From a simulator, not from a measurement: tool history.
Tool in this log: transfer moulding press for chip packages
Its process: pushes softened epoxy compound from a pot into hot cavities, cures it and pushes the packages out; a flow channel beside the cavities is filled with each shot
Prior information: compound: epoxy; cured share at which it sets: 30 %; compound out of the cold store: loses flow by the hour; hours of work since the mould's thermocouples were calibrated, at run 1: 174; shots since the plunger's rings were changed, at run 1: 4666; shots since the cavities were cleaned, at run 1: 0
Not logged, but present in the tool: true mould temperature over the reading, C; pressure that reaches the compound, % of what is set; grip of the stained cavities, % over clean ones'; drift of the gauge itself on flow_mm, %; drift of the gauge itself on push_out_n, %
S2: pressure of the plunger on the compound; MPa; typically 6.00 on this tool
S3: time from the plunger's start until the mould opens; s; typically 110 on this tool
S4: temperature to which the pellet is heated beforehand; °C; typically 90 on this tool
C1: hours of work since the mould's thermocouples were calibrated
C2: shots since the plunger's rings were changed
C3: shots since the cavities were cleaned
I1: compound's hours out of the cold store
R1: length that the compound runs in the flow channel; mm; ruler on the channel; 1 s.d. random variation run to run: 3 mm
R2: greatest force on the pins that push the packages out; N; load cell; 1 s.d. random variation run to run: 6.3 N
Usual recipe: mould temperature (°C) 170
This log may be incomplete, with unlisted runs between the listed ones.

Run 1, hour 0.0: usual settings; C1 174; C2 4666; C3 0; I1 9.7. Result: R1 950 mm, R2 243 N.
At hour 47.5: plunger's sealing rings changed.
Run 2, hour 72.3: usual settings but mould temperature (°C) 173; C1 204; C2 180; C3 504; I1 45.7. Result: R1 881 mm, R2 320 N.
Run 3, hour 118.5: usual settings; C1 224; C2 514; C3 838; I1 16.7. Result: R1 959 mm, R2 383 N.
At hour 170.7: cavities cleaned with cleaning compound and waxed.
Run 4, hour 173.8: usual settings; C1 247; C2 902; C3 23; I1 33.6. Result: R1 922 mm, R2 247 N.
Run 5, hour 203.2: usual settings; C1 260; C2 1114; C3 235; I1 35.1. Result: R1 903 mm, R2 307 N.
Run 6, hour 262.9: usual settings; C1 286; C2 1546; C3 667; I1 32.8. Result: R1 916 mm, R2 365 N.
Run 7, hour 319.9: usual settings; C1 310; C2 1957; C3 1078; I1 34.3. Result: R1 904 mm, R2 392 N.
At hour 335.5: cavities cleaned with cleaning compound and waxed.
Run 8, hour 360.3: usual settings but S3 138 s; C1 327; C2 2239; C3 179; I1 11.5. Result: R1 967 mm, R2 241 N.
Run 9, hour 409.5: usual settings; C1 349; C2 2594; C3 534; I1 16.3. Result: R1 946 mm, R2 360 N.
Run 10, hour 438.8: usual settings but S2 5.12 MPa; C1 361; C2 2806; C3 746; I1 42.4. Result: R1 814 mm, R2 359 N.
Run 11, hour 487.0: usual settings but S2 5.12 MPa; C1 382; C2 3154; C3 1094; I1 8.4. Result: R1 894 mm, R2 416 N.
At hour 500.4: cavities cleaned with cleaning compound and waxed.
Run 12, hour 534.7: usual settings; C1 402; C2 3487; C3 247; I1 25.1. Result: R1 921 mm, R2 303 N.
Run 13, hour 594.5: usual settings; C1 428; C2 3920; C3 680; I1 35.7. Result: R1 892 mm, R2 364 N.
Run 14, hour 647.8: usual settings but S2 6.41 MPa; C1 451; C2 4305; C3 1065; I1 45.0. Result: R1 891 mm, R2 394 N.
At hour 667.3: cavities cleaned with cleaning compound and waxed.
Run 15, hour 683.8: usual settings but S2 6.41 MPa, S4 83 °C; C1 466; C2 4554; C3 119; I1 12.2. Result: R1 979 mm, R2 278 N.
At hour 746.7: plunger's sealing rings changed.
Run 16, hour 748.9: usual settings but S2 6.41 MPa, S4 83 °C; C1 493; C2 15; C3 571; I1 19.8. Result: R1 992 mm, R2 353 N.
Run 17, hour 812.4: usual settings but S2 6.57 MPa; C1 520; C2 474; C3 1030; I1 14.3. Result: R1 1006 mm, R2 395 N.
At hour 837.6: cavities cleaned with cleaning compound and waxed.
Run 18, hour 881.4: usual settings but S2 6.57 MPa; C1 549; C2 962; C3 317; I1 14.7. Result: R1 1003 mm, R2 316 N.
Run 19, hour 914.1: usual settings but S2 6.57 MPa, S3 93 s; C1 563; C2 1198; C3 553; I1 33.5. Result: R1 951 mm, R2 471 N.
Run 20, hour 960.3: usual settings but S2 4.82 MPa, S3 141 s; C1 583; C2 1532; C3 887; I1 8.6. Result: R1 871 mm, R2 343 N.
At hour 1001.7: cavities cleaned with cleaning compound and waxed.
Run 21, hour 1001.7: usual settings but S2 4.82 MPa, S3 141 s; C1 600; C2 1820; C3 0; I1 29.2. Result: R1 822 mm, R2 189 N.
Run 22, hour 1032.7: usual settings but S2 6.55 MPa, S3 118 s; C1 614; C2 2044; C3 224; I1 32.6. Result: R1 948 mm, R2 252 N.
Run 23, hour 1086.6: usual settings but S3 98 s, S4 82 °C; C1 637; C2 2433; C3 613; I1 40.3. Result: R1 887 mm, R2 407 N.
Run 24, hour 1136.3: usual settings but S3 98 s, S4 82 °C; C1 659; C2 2793; C3 973; I1 17.6. Result: R1 939 mm, R2 482 N.
At hour 1167.3: cavities cleaned with cleaning compound and waxed.
Run 25, hour 1181.6: usual settings but S3 98 s, S4 82 °C; C1 678; C2 3109; C3 104; I1 10.6. Result: R1 961 mm, R2 307 N.
At hour 1247.5: mould's thermocouples calibrated.
Run 26, hour 1247.5: usual settings but S3 98 s, S4 82 °C; C1 0; C2 3570; C3 565; I1 25.8. Result: R1 925 mm, R2 476 N.
Run 27, hour 1297.1: usual settings but S3 98 s, S4 82 °C; C1 21; C2 3928; C3 923; I1 38.8. Result: R1 891 mm, R2 513 N.

Forecast each of these 4 alternatives for the next run:
At hour 1334.1: cavities cleaned with cleaning compound and waxed.
Run A, hour 1359.6: usual settings but mould temperature (°C) 168, S2 5.02 MPa, S4 89 °C; C1 48; C2 4369; C3 184; I1 36.6. Result: R1 ?, R2 ?.
At hour 1334.1: cavities cleaned with cleaning compound and waxed.
Run B, hour 1359.6: usual settings but S4 89 °C; C1 48; C2 4369; C3 184; I1 19.3. Result: R1 ?, R2 ?.
At hour 1334.1: cavities cleaned with cleaning compound and waxed.
Run C, hour 1359.6: usual settings but S2 5.10 MPa, S3 98 s, S4 82 °C; C1 48; C2 4369; C3 184; I1 34.0. Result: R1 ?, R2 ?.
At hour 1334.1: cavities cleaned with cleaning compound and waxed.
Run D, hour 1359.6: usual settings but mould temperature (°C) 164, S3 98 s, S4 84 °C; C1 48; C2 4369; C3 184; I1 31.4. Result: R1 ?, R2 ?.

run   R1   R2
  A  822  330
  B  928  288
  C  831  366
  D  937  591
Without the tool's hidden state the same runs would have given:
run   R1   R2
  A  847  264
  B  957  231
  C  857  291
  D  966  472
